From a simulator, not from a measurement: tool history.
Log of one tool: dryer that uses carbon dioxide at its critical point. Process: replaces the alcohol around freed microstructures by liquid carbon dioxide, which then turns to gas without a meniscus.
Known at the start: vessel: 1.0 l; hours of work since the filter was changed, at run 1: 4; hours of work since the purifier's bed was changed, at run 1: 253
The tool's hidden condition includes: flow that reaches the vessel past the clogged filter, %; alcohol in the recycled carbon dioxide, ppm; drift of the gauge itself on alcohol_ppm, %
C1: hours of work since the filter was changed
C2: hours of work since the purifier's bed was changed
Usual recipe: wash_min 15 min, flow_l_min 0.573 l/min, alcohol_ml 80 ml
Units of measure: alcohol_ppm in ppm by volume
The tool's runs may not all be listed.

Run 1, hour 0: usual settings; C1 4; C2 253. Result: alcohol_ppm 78 ppm by volume.
Run 2, hour 6.8: usual settings but alcohol_ml 22 ml; C1 8; C2 257. Result: alcohol_ppm 45 ppm by volume.
Run 3, hour 17.2: usual settings but alcohol_ml 22 ml; C1 15; C2 264. Result: alcohol_ppm 40 ppm by volume.
Run 4, hour 25.2: usual settings but alcohol_ml 22 ml; C1 20; C2 269. Result: alcohol_ppm 42 ppm by volume.
Run 5, hour 32.6: usual settings but alcohol_ml 22 ml; C1 25; C2 274. Result: alcohol_ppm 45 ppm by volume.
Run 6, hour 49: usual settings but alcohol_ml 22 ml; C1 35; C2 285. Result: alcohol_ppm 48 ppm by volume.
Run 7, hour 60.4: usual settings but alcohol_ml 93 ml; C1 43; C2 292. Result: alcohol_ppm 90 ppm by volume.
Run 8, hour 75.4: usual settings but alcohol_ml 93 ml; C1 52; C2 302. Result: alcohol_ppm 89 ppm by volume.
Run 9, hour 82.6: usual settings but wash_min 12 min; C1 57; C2 306. Result: alcohol_ppm 267 ppm by volume.
Run 10, hour 92.6: usual settings but wash_min 12 min; C1 64; C2 313. Result: alcohol_ppm 275 ppm by volume.
Run 11, hour 101.8: usual settings but wash_min 12 min; C1 69; C2 319. Result: alcohol_ppm 269 ppm by volume.
Run 12, hour 113.1: usual settings but wash_min 12 min; C1 77; C2 326. Result: alcohol_ppm 273 ppm by volume.
Run 13, hour 128.1: usual settings but wash_min 12 min; C1 86; C2 336. Result: alcohol_ppm 282 ppm by volume.
Run 14, hour 134.9: usual settings but wash_min 12 min; C1 91; C2 340. Result: alcohol_ppm 275 ppm by volume.
Run 15, hour 141.6: usual settings but wash_min 12 min; C1 95; C2 345. Result: alcohol_ppm 280 ppm by volume.
Run 16, hour 152.5: usual settings; C1 102; C2 352. Result: alcohol_ppm 89 ppm by volume.
Run 17, hour 166: usual settings; C1 111; C2 360. Result: alcohol_ppm 94 ppm by volume.
Run 18, hour 176.3: usual settings; C1 118; C2 367. Result: alcohol_ppm 94 ppm by volume.
Run 19, hour 183.1: usual settings; C1 122; C2 371. Result: alcohol_ppm 101 ppm by volume.
Run 20, hour 196.3: usual settings but wash_min 12 min; C1 131; C2 380. Result: alcohol_ppm 306 ppm by volume.
Run 21, hour 212.1: usual settings but wash_min 12 min; C1 141; C2 390. Result: alcohol_ppm 304 ppm by volume.
Run 22, hour 220.3: usual settings but wash_min 12 min, flow_l_min 0.941 l/min; C1 146; C2 395. Result: alcohol_ppm 46 ppm by volume.
Run 23, hour 233.5: usual settings but wash_min 12 min, flow_l_min 0.941 l/min; C1 155; C2 404. Result: alcohol_ppm 45 ppm by volume.
Run 24, hour 247.7: usual settings but wash_min 12 min, flow_l_min 0.579 l/min; C1 164; C2 413. Result: alcohol_ppm 285 ppm by volume.
Run 25, hour 255.6: usual settings but wash_min 9 min, flow_l_min 0.54 l/min, alcohol_ml 27 ml; C1 169; C2 418. Result: alcohol_ppm 534 ppm by volume.
Run 26, hour 263.1: usual settings but wash_min 9 min, flow_l_min 0.54 l/min, alcohol_ml 27 ml; C1 174; C2 423. Result: alcohol_ppm 526 ppm by volume.
Run 27, hour 273.3: usual settings but wash_min 10 min, alcohol_ml 46 ml; C1 180; C2 430. Result: alcohol_ppm 436 ppm by volume.
Run 28, hour 283.4: usual settings but wash_min 10 min, alcohol_ml 46 ml; C1 187; C2 436. Result: alcohol_ppm 452 ppm by volume.
Run 29, hour 290.7: usual settings but wash_min 10 min, alcohol_ml 46 ml; C1 192; C2 441. Result: alcohol_ppm 459 ppm by volume.
Run 30, hour 305.5: usual settings but wash_min 19 min, flow_l_min 0.635 l/min, alcohol_ml 63 ml; C1 201; C2 450. Result: alcohol_ppm 52 ppm by volume.
Run 31, hour 318: usual settings but wash_min 19 min, flow_l_min 0.635 l/min, alcohol_ml 63 ml; C1 209; C2 459. Result: alcohol_ppm 44 ppm by volume.
Run 32, hour 324.9: usual settings but wash_min 13 min, flow_l_min 0.392 l/min, alcohol_ml 53 ml; C1 214; C2 463. Result: alcohol_ppm 896 ppm by volume.
Run 33, hour 332.7: usual settings but wash_min 13 min, flow_l_min 0.392 l/min, alcohol_ml 53 ml; C1 219; C2 468. Result: alcohol_ppm 909 ppm by volume.
Run 34, hour 341.3: usual settings but wash_min 13 min, flow_l_min 0.392 l/min, alcohol_ml 53 ml; C1 224; C2 474. Result: alcohol_ppm 908 ppm by volume.
Run 35, hour 353: usual settings but wash_min 13 min, flow_l_min 0.392 l/min, alcohol_ml 53 ml; C1 232; C2 481. Result: alcohol_ppm 936 ppm by volume.
Run 36, hour 364.3: usual settings but wash_min 13 min, flow_l_min 0.392 l/min, alcohol_ml 53 ml; C1 239; C2 488. Result: alcohol_ppm 908 ppm by volume.
Run 37, hour 373.5: usual settings but wash_min 19 min, flow_l_min 0.348 l/min, alcohol_ml 92 ml; C1 245; C2 494. Result: alcohol_ppm 510 ppm by volume.
Run 38, hour 382.7: usual settings but wash_min 19 min, flow_l_min 0.348 l/min, alcohol_ml 92 ml; C1 251; C2 500. Result: alcohol_ppm 521 ppm by volume.
Run 39, hour 393: usual settings but wash_min 19 min, flow_l_min 0.348 l/min, alcohol_ml 92 ml; C1 258; C2 507. Result: alcohol_ppm 533 ppm by volume.
Run 40, hour 402.7: usual settings but wash_min 19 min, flow_l_min 0.348 l/min, alcohol_ml 92 ml; C1 264; C2 513. Result: alcohol_ppm 529 ppm by volume.
Run 41, hour 409.7: usual settings but wash_min 19 min, flow_l_min 0.348 l/min, alcohol_ml 92 ml; C1 268; C2 518. Result: alcohol_ppm 521 ppm by volume.
Run 42, hour 418.5: usual settings but wash_min 19 min, flow_l_min 0.348 l/min, alcohol_ml 92 ml; C1 274; C2 523. Result: alcohol_ppm 537 ppm by volume.
Run 43, hour 428.2: usual settings but wash_min 22 min, flow_l_min 0.689 l/min, alcohol_ml 97 ml; C1 280; C2 530. Result: alcohol_ppm 59 ppm by volume.
Run 44, hour 440.8: usual settings but wash_min 10 min, flow_l_min 0.358 l/min, alcohol_ml 34 ml; C1 289; C2 538. Result: alcohol_ppm 2016 ppm by volume.
Run 45, hour 450.2: usual settings but wash_min 16 min, flow_l_min 0.541 l/min; C1 295; C2 544. Result: alcohol_ppm 118 ppm by volume.
Run 46, hour 460.5: usual settings but flow_l_min 0.899 l/min, alcohol_ml 53 ml; C1 301; C2 551. Result: alcohol_ppm 59 ppm by volume.
Run 47, hour 468.4: usual settings but flow_l_min 0.899 l/min, alcohol_ml 33 ml; C1 306; C2 556. Result: alcohol_ppm 55 ppm by volume.
Run 48, hour 475.7: usual settings but wash_min 21 min, flow_l_min 0.534 l/min, alcohol_ml 119 ml; C1 311; C2 560. Result: alcohol_ppm 68 ppm by volume.

Here are 3 independent what-if runs from the current tool condition. What would each one return?
Run A, hour 491.2: usual settings but wash_min 21 min, flow_l_min 0.409 l/min, alcohol_ml 119 ml; C1 321; C2 571. Result: alcohol_ppm ?.
Run B, hour 491.2: usual settings but wash_min 21 min, flow_l_min 0.592 l/min, alcohol_ml 119 ml; C1 321; C2 571. Result: alcohol_ppm ?.
Run C, hour 491.2: usual settings but flow_l_min 0.534 l/min, alcohol_ml 119 ml; C1 321; C2 571. Result: alcohol_ppm ?.

run  alcohol_ppm
  A          194
  B           50
  C          233
Without the tool's unlogged condition, the same runs would have read:
run  alcohol_ppm
  A          101
  B            0
  C          125
